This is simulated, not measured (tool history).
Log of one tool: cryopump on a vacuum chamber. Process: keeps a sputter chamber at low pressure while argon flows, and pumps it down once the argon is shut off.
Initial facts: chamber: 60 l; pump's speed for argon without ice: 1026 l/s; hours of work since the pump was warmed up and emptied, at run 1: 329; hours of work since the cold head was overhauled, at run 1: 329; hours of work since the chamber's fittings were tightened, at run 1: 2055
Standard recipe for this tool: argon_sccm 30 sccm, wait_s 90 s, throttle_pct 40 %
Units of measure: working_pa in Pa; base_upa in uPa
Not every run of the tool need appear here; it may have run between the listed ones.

run	hour	argon_sccm	wait_s	throttle_pct	hours of work since the pump was warmed up and emptied	hours of work since the cold head was overhauled	hours of work since the chamber's fittings were tightened	working_pa	base_upa
1	0	30	90	40	329	329	2055	0.1286	3.75
2	28.2	12	90	40	342	342	2067	0.0501	3.82
3	59.7	30	23	40	356	356	2081	0.1303	6.6
4	79.3	30	23	40	365	365	2090	0.1303	6.71
5	106.7	30	23	40	377	377	2103	0.1293	6.69
6	130.2	30	90	40	388	388	2113	0.1293	4
7	154.9	30	90	40	399	399	2124	0.1305	4.04
8	180.3	30	90	40	410	410	2136	0.1315	4.16
9	212.2	30	90	40	425	425	2150	0.131	3.95
10	234.1	30	90	33	434	434	2160	0.1565	4.13
11	271.2	30	90	33	451	451	2176	0.1581	4.1
12	293.7	30	90	33	461	461	2187	0.1581	4.22
13	328.3	30	90	33	477	477	2202	0.1598	4.07
14	364.8	30	90	33	493	493	2219	0.1576	4.15
15	393.1	30	90	37	506	506	2231	0.1436	4.11
16	430.5	30	90	37	523	523	2248	0.1433	4.25
17	453.2	30	69	40	533	533	2258	0.1334	4.59
18	481	30	113	34	545	545	2271	0.1541	4.05
19	513.3	30	113	34	560	560	2285	0.1553	4.06
20	543.9	30	66	28	574	574	2299	0.1863	4.82
21	564.3	30	66	28	583	583	2308	0.1877	4.9
22	599.2	16	66	28	599	599	2324	0.0999	4.92

For run 23, what comes out?
23	629.7	16	66	41	612	612	2338	?	?

Run 23 produced working_pa 0.071 Pa, base_upa 4.66 uPa.
With the hidden condition absent and the run-to-run variation left alone, this run would have shown working_pa 0.0651 Pa, base_upa 1.53 uPa.
